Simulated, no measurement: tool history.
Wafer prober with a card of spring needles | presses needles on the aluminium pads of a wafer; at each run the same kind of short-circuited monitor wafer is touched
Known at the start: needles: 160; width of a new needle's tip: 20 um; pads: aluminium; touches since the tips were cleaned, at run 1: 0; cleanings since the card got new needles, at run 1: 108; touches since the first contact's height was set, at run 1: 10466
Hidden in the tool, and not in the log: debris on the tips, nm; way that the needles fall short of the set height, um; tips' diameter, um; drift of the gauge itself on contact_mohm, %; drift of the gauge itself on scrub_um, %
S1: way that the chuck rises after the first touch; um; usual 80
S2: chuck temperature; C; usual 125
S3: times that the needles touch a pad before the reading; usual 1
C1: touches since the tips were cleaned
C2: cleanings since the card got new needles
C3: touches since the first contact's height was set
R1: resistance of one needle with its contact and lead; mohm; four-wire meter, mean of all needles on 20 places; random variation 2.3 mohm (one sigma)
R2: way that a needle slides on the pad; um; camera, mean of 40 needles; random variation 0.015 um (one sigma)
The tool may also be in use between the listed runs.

| run | hour | S1 | S2 | S3 | C1 | C2 | C3 | R1 | R2 |
|---|---|---|---|---|---|---|---|---|---|
| 1 | 0.0 | 80 | 125 | 1 | 0 | 108 | 10466 | 274 | 15.10 |
|  | 15.1 | tips cleaned on abrasive film |
|  | 33.9 | tips cleaned on abrasive film |
|  | 52.6 | tips cleaned on abrasive film |
|  | 67.6 | tips cleaned on abrasive film |
| 2 | 70.0 | 80 | 125 | 1 | 1288 | 112 | 47952 | 325 | 15.03 |
|  | 84.9 | tips cleaned on abrasive film |
|  | 103.7 | tips cleaned on abrasive film |
|  | 111.5 | height of the first contact set anew |
|  | 122.8 | tips cleaned on abrasive film |
|  | 138.5 | tips cleaned on abrasive film |
| 3 | 138.5 | 80 | 125 | 1 | 0 | 116 | 14445 | 281 | 15.07 |
|  | 153.6 | tips cleaned on abrasive film |
|  | 172.4 | tips cleaned on abrasive film |
| 4 | 183.6 | 80 | 125 | 1 | 6064 | 118 | 38635 | 433 | 15.04 |
|  | 187.5 | tips cleaned on abrasive film |
|  | 206.0 | tips cleaned on abrasive film |
|  | 221.7 | tips cleaned on abrasive film |
| 5 | 221.7 | 80 | 125 | 1 | 0 | 121 | 58979 | 277 | 15.01 |
|  | 236.8 | tips cleaned on abrasive film |
|  | 240.7 | height of the first contact set anew |
|  | 255.4 | tips cleaned on abrasive film |
|  | 274.2 | tips cleaned on abrasive film |
| 6 | 279.6 | 80 | 125 | 1 | 2896 | 124 | 20848 | 369 | 15.09 |
|  | 290.9 | tips cleaned on abrasive film |
|  | 309.7 | tips cleaned on abrasive film |
| 7 | 321.1 | 80 | 125 | 2 | 6124 | 126 | 43081 | 362 | 15.02 |
|  | 324.9 | tips cleaned on abrasive film |
|  | 343.7 | tips cleaned on abrasive film |
|  | 362.2 | tips cleaned on abrasive film |
|  | 370.0 | height of the first contact set anew |
| 8 | 372.6 | 80 | 125 | 1 | 5406 | 129 | 1379 | 416 | 15.11 |
|  | 379.9 | tips cleaned on abrasive film |
|  | 398.7 | tips cleaned on abrasive film |
|  | 417.5 | tips cleaned on abrasive film |
| 9 | 422.1 | 80 | 125 | 1 | 2476 | 132 | 27891 | 363 | 15.08 |
|  | 433.4 | tips cleaned on abrasive film |
|  | 452.2 | tips cleaned on abrasive film |
|  | 471.0 | tips cleaned on abrasive film |
| 10 | 481.0 | 80 | 125 | 1 | 5391 | 135 | 59442 | 432 | 15.02 |
|  | 488.6 | tips cleaned on abrasive film |
|  | 500.1 | height of the first contact set anew |
|  | 507.7 | tips cleaned on abrasive film |
|  | 523.6 | tips cleaned on abrasive film |
| 11 | 523.6 | 80 | 125 | 1 | 0 | 138 | 12559 | 274 | 15.07 |
|  | 542.4 | tips cleaned on abrasive film |
|  | 561.2 | tips cleaned on abrasive film |
| 12 | 575.1 | 68 | 125 | 1 | 7456 | 140 | 40131 | 524 | 12.76 |
|  | 578.9 | tips cleaned on abrasive film |
|  | 597.7 | tips cleaned on abrasive film |
| 13 | 610.5 | 73 | 125 | 1 | 6889 | 142 | 59102 | 499 | 13.67 |
|  | 614.3 | tips cleaned on abrasive film |
|  | 629.6 | height of the first contact set anew |
|  | 633.4 | tips cleaned on abrasive film |
|  | 650.4 | tips cleaned on abrasive film |
| 14 | 650.4 | 80 | 68 | 1 | 0 | 145 | 11092 | 274 | 15.07 |
|  | 665.5 | tips cleaned on abrasive film |
|  | 684.0 | tips cleaned on abrasive film |
|  | 702.7 | tips cleaned on abrasive film |
|  | 721.5 | tips cleaned on abrasive film |
| 15 | 723.8 | 80 | 125 | 1 | 1225 | 149 | 50377 | 338 | 14.99 |
|  | 738.8 | tips cleaned on abrasive film |
|  | 757.6 | tips cleaned on abrasive film |
|  | 761.7 | height of the first contact set anew |
|  | 776.7 | tips cleaned on abrasive film |
| 16 | 791.6 | 96 | 45 | 2 | 7969 | 152 | 16025 | 324 | 18.12 |

Forecast run 17:
|  | 795.4 | tips cleaned on abrasive film |
|  | 814.1 | tips cleaned on abrasive film |
|  | 829.2 | tips cleaned on abrasive film |
|  | 848.0 | tips cleaned on abrasive film |
| 17 | 849.8 | 62 | 28 | 1 | 986 | 156 | 47166 | ? | ? |

{"run 17": {"R1": 351, "R2": 11.64}}
Without the tool's hidden state the same run would have given R1 239 mohm, R2 11.72 um.
